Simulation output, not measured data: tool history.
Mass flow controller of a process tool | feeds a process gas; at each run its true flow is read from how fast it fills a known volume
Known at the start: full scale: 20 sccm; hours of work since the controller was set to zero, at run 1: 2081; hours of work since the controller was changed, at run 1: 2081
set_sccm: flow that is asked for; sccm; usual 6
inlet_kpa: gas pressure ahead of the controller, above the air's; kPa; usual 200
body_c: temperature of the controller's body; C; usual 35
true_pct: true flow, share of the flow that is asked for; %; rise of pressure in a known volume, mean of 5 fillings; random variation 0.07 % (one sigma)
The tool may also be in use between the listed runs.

run,hour,set_sccm,inlet_kpa,body_c,hours of work since the controller was set to zero,hours of work since the controller was changed,true_pct
1,0,6,200,35,2081,2081,98.86
2,100.2,6,200,35,2118,2118,98.79
3,206.2,6,200,35,2156,2156,98.84
4,316.6,6,200,35,2197,2197,98.79
5,454.5,6,200,35,2247,2247,99.07
6,526.3,6,200,35,2273,2273,99.07
7,678,6,200,35,2328,2328,99.25
8,823.4,6,200,24,2381,2381,98.49
9,983.2,6,200,24,2440,2440,98.56
10,1130.9,6,200,24,2494,2494,98.61
11,1211.3,6,200,24,2523,2523,98.55
12,1318.9,6,200,24,2562,2562,98.65
13,1401.8,6,200,24,2592,2592,98.66
14,1506.7,6,200,24,2631,2631,98.84
15,1585.3,6,200,24,2659,2659,98.84
16,1728.9,6,200,24,2712,2712,98.81
17,1834.8,6,200,35,2750,2750,99.59
18,1978.6,6,200,35,2803,2803,99.75
19,2077.6,2,200,35,2839,2839,99.33
# hour 2110.6: gauge calibrated
20,2200.1,2,200,35,2884,2884,98.17
21,2342.8,6,193,35,2936,2936,98.93
22,2434.2,6,193,35,2969,2969,98.94
23,2571.3,6,193,35,3019,3019,99.05
24,2669.8,6,193,35,3055,3055,99.18
25,2759.6,6,153,35,3088,3088,99.46
26,2877.6,7,203,28,3131,3131,98.82
27,3029.9,8,258,28,3186,3186,98.56
28,3172,3,200,30,3238,3238,98.49
29,3316.2,3,200,30,3291,3291,98.73
30,3418.5,3,184,26,3328,3328,98.58
31,3524,6,172,39,3367,3367,99.95
32,3643.7,4,200,35,3410,3410,99.28
33,3750.7,5,176,35,3449,3449,99.8
34,3821.9,4,170,40,3475,3475,99.75
35,3903.2,6,200,22,3505,3505,98.86
36,3986.2,17,165,20,3535,3535,100.48
37,4097.6,3,160,33,3576,3576,99.49
38,4228.1,3,230,32,3624,3624,99.04
39,4326.2,3,230,32,3659,3659,99
40,4445.1,5,231,35,3703,3703,99.53
# hour 4500.2: gauge calibrated
41,4542.1,12,257,26,3738,3738,98.7
42,4665.1,12,257,26,3783,3783,98.68
43,4795,12,257,26,3830,3830,98.74
44,4914.9,4,141,36,3874,3874,99.32
45,5073.6,4,141,36,3932,3932,99.24
46,5165.6,2,200,33,3966,3966,98.45
47,5320.6,2,200,33,4022,4022,98.56

4 ways to go on from here, each from the tool as it stands after run 47. What would each give?
A,5435.1,13,191,36,4064,4064,?
B,5435.1,4,200,33,4064,4064,?
C,5435.1,10,200,33,4064,4064,?
D,5435.1,9,200,35,4064,4064,?

run,true_pct
A,100.16
B,98.89
C,99.81
D,99.63
Without the tool's hidden state the same runs would have given:
run,true_pct
A,99.72
B,98.46
C,99.37
D,99.19
